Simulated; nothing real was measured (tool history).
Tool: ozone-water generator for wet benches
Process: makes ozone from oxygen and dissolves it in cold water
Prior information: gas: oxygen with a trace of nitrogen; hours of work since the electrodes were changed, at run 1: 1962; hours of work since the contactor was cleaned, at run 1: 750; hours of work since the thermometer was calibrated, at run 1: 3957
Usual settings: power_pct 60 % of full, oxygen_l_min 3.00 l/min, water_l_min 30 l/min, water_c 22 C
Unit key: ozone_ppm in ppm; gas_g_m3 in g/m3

run     day  power_pct  oxygen_l_min  water_l_min  water_c  hours of work since the electrodes were changed  hours of work since the contactor was cleaned  hours of work since the thermometer was calibrated  ozone_ppm  gas_g_m3
  1   0.000         60          3.00           30       22                                             1962                                            750                                                3957       14.3     227.8
  2   4.758         60          3.00           30       22                                             2075                                            863                                                4069       14.2     227.9
  3   8.496         60          3.00           30       17                                             2163                                            951                                                4157       14.5     228.2
  4  11.079         60          3.00           30       22                                             2224                                           1012                                                4218       14.3     228.6
     14.029  -- water thermometer calibrated
  5  16.146         60          3.00           30       22                                             2343                                           1131                                                  50       14.2     228.9
  6  18.808         60          3.00           30       22                                             2405                                           1193                                                 113       14.2     228.8
  7  21.412         60          3.00           30       22                                             2467                                           1255                                                 174       14.0     227.5
  8  24.242         60          3.00           30       22                                             2534                                           1322                                                 241       14.1     226.3
  9  28.529         60          3.00           30       22                                             2635                                           1423                                                 342       14.3     228.5
 10  32.733         60          3.00           30       22                                             2734                                           1522                                                 441       14.0     227.5
 11  34.854         60          3.00           30       22                                             2784                                           1572                                                 491       14.0     226.7
 12  37.292         60          3.00           30       22                                             2841                                           1629                                                 549       14.0     225.3
 13  42.108         60          3.00           30       22                                             2955                                           1743                                                 662       14.0     225.9
 14  44.667         60          3.00           30       22                                             3015                                           1803                                                 723       14.2     224.1
 15  47.729         60          3.00           30       22                                             3087                                           1875                                                 795       14.1     224.4
 16  50.625         60          2.59           30       24                                             3156                                           1944                                                 863       13.2     243.5
 17  52.817         60          2.75           19       15                                             3207                                           1995                                                 915       22.6     236.6
 18  57.292         41          3.66           47       14                                             3313                                           2101                                                1020        6.8     142.5
 19  61.688         41          3.66           47       14                                             3417                                           2205                                                1124        6.8     140.1
     63.988  -- gauge calibrated
 20  64.454         41          3.66           47       14                                             3482                                           2270                                                1189        7.0     145.4
 21  66.608         41          3.66           47       14                                             3533                                           2321                                                1240        6.8     144.8
 22  71.712         63          3.42           25       20                                             3653                                           2441                                                1360       18.2     220.4
 23  76.088         63          3.42           25       20                                             3756                                           2544                                                1464       18.1     222.2
 24  78.283         53          2.11           25       20                                             3808                                           2596                                                1515       14.5     246.5
 25  81.592         76          3.45           28       15                                             3886                                           2674                                                1593       20.3     260.8
 26  85.833         76          3.45           28       15                                             3986                                           2774                                                1693       20.4     259.9
 27  89.042         60          3.00           30       17                                             4062                                           2850                                                1769       14.6     226.4
 28  92.750         60          3.00           30       17                                             4149                                           2937                                                1857       14.8     228.8

What if the next run were any one of these 4? Each begins from the tool's condition after run 28:
  A  97.904         60          3.00           27       17                                             4271                                           3059                                                1978          ?         ?
  B  97.904         63          4.62           22       22                                             4271                                           3059                                                1978          ?         ?
  C  97.904         74          3.10           30       18                                             4271                                           3059                                                1978          ?         ?
  D  97.904         54          3.00           30       25                                             4271                                           3059                                                1978          ?         ?

run  ozone_ppm  gas_g_m3
  A       16.3     225.4
  B       20.0     186.5
  C       17.6     269.1
  D       12.4     205.1
The same runs, with their run-to-run variation unchanged, on a tool lacking any hidden condition would have given:
run  ozone_ppm  gas_g_m3
  A       16.3     229.3
  B       20.1     189.7
  C       17.6     273.8
  D       12.5     208.5

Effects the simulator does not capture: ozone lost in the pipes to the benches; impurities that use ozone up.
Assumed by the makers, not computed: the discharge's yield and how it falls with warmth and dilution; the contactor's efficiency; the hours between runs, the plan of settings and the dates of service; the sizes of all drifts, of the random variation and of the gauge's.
